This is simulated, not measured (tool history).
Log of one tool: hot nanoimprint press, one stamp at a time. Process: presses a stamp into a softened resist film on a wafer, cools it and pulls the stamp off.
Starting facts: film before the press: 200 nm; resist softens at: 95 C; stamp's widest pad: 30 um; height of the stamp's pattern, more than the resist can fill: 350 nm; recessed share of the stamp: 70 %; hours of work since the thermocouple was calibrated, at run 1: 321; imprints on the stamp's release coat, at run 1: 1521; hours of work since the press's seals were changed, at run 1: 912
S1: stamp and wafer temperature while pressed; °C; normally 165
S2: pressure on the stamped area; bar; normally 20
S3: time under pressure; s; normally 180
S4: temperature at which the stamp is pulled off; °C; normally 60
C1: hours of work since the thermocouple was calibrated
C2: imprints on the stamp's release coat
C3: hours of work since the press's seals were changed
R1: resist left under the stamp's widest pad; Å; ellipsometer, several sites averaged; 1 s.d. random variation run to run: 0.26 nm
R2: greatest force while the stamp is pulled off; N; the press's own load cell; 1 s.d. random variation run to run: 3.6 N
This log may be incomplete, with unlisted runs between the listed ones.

| run | hour | S1 | S2 | S3 | S4 | C1 | C2 | C3 | R1 | R2 |
|---|---|---|---|---|---|---|---|---|---|---|
| 1 | 0 | 165 | 20 | 180 | 60 | 321 | 1521 | 912 | 1176 | 267 |
| 2 | 23.5 | 165 | 20 | 180 | 60 | 337 | 1605 | 928 | 1178 | 265 |
|  | 36.1 | plate thermocouple calibrated |
| 3 | 59.9 | 165 | 20 | 180 | 60 | 16 | 1724 | 950 | 1168 | 274 |
| 4 | 99.6 | 165 | 20 | 180 | 60 | 42 | 1866 | 976 | 1173 | 287 |
| 5 | 137.6 | 165 | 20 | 180 | 60 | 68 | 2002 | 1002 | 1164 | 291 |
|  | 160.4 | plate thermocouple calibrated, once more |
| 6 | 167.8 | 165 | 20 | 180 | 60 | 5 | 2099 | 1020 | 1197 | 304 |
| 7 | 193.2 | 165 | 20 | 124 | 60 | 22 | 2189 | 1037 | 1322 | 321 |
| 8 | 226.9 | 165 | 20 | 180 | 60 | 44 | 2309 | 1060 | 1197 | 312 |
| 9 | 251.1 | 165 | 12.9 | 180 | 63 | 61 | 2396 | 1076 | 1424 | 299 |
|  | 267.4 | stamp cleaned and given a new release coat |
| 10 | 294.2 | 165 | 12.9 | 180 | 63 | 85 | 95 | 1101 | 1421 | 169 |
| 11 | 327.4 | 160 | 15.4 | 180 | 60 | 108 | 214 | 1123 | 1459 | 186 |
| 12 | 364.1 | 173 | 15.4 | 180 | 60 | 132 | 345 | 1147 | 1138 | 192 |
| 13 | 389.8 | 173 | 15.4 | 180 | 60 | 149 | 436 | 1165 | 1133 | 193 |
| 14 | 409.6 | 173 | 14.1 | 180 | 60 | 163 | 507 | 1178 | 1182 | 201 |
| 15 | 437.8 | 165 | 20 | 180 | 56 | 181 | 608 | 1197 | 1202 | 223 |
| 16 | 477.1 | 165 | 19.4 | 274 | 58 | 208 | 748 | 1223 | 1066 | 227 |

Hidden condition of the tool, last listed run before each entry between runs versus first listed run after:
In the gap between runs 2 and 3: plate thermocouple calibrated (hour 36.1)
  true temperature over the reading, C: 0.5 -> 0.84; pressure that arrives at the usual setting, %: 92.78 -> 92.6; grip of the stamp's worn release coat, % over a new coat's: 57.8 -> 62.5
  measured result minus the result with no hidden state, R1: +29 -> +22 Å; R2: +95 -> +102 N
In the gap between runs 5 and 6: plate thermocouple calibrated, once more (hour 160.4)
  true temperature over the reading, C: 0.95 -> -0.12; pressure that arrives at the usual setting, %: 92.22 -> 92.08; grip of the stamp's worn release coat, % over a new coat's: 73.7 -> 77.7
  measured result minus the result with no hidden state, R1: +21 -> +49 Å; R2: +119 -> +133 N
In the gap between runs 9 and 10: stamp cleaned and given a new release coat (hour 267.4)
  true temperature over the reading, C: 0.01 -> 0.06; pressure that arrives at the usual setting, %: 91.65 -> 91.45; grip of the stamp's worn release coat, % over a new coat's: 90.3 -> 3.1
  measured result minus the result with no hidden state, R1: +30 -> +29 Å; R2: +141 -> +5 N
